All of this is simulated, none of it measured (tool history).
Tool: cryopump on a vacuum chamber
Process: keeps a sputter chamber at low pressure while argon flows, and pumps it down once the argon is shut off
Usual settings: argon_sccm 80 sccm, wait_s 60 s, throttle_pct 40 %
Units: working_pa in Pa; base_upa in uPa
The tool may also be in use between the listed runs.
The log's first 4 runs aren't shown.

| run | hour | argon_sccm | wait_s | throttle_pct | working_pa | base_upa |
|---|---|---|---|---|---|---|
| 5 | 193.3 | 80 | 60 | 56 | 0.2740 | 5.87 |
| 6 | 229.5 | 80 | 60 | 56 | 0.2742 | 5.93 |
|  | 277.5 | pump warmed up, emptied and cooled again |
| 7 | 301.8 | 80 | 60 | 56 | 0.2197 | 4.45 |
| 8 | 341.9 | 80 | 60 | 56 | 0.2203 | 4.59 |
|  | 362.0 | leaking fittings of the chamber tightened, without venting |
| 9 | 418.6 | 80 | 60 | 56 | 0.2240 | 1.69 |
| 10 | 488.7 | 80 | 109 | 56 | 0.2260 | 1.15 |
| 11 | 553.9 | 80 | 109 | 56 | 0.2277 | 1.17 |
| 12 | 613.0 | 80 | 60 | 40 | 0.3175 | 1.93 |
| 13 | 676.3 | 80 | 60 | 40 | 0.3193 | 1.89 |
| 14 | 745.6 | 80 | 60 | 40 | 0.3239 | 1.95 |
| 15 | 779.5 | 80 | 60 | 40 | 0.3240 | 2.02 |
| 16 | 823.1 | 80 | 60 | 40 | 0.3301 | 2.10 |
| 17 | 899.6 | 80 | 60 | 40 | 0.3301 | 2.14 |
| 18 | 975.7 | 80 | 60 | 40 | 0.3375 | 2.27 |
| 19 | 1008.1 | 80 | 60 | 40 | 0.3397 | 2.31 |
| 20 | 1066.5 | 80 | 60 | 40 | 0.3398 | 2.32 |
| 21 | 1112.6 | 80 | 60 | 49 | 0.2922 | 2.33 |

The next listed run, before its measurement:
| 22 | 1149.0 | 73 | 46 | 49 | ? | ? |

Run 22 gave working_pa 0.2677 Pa, base_upa 2.86 uPa.
Without the tool's hidden state the same run would have given working_pa 0.2249 Pa, base_upa 2.07 uPa.

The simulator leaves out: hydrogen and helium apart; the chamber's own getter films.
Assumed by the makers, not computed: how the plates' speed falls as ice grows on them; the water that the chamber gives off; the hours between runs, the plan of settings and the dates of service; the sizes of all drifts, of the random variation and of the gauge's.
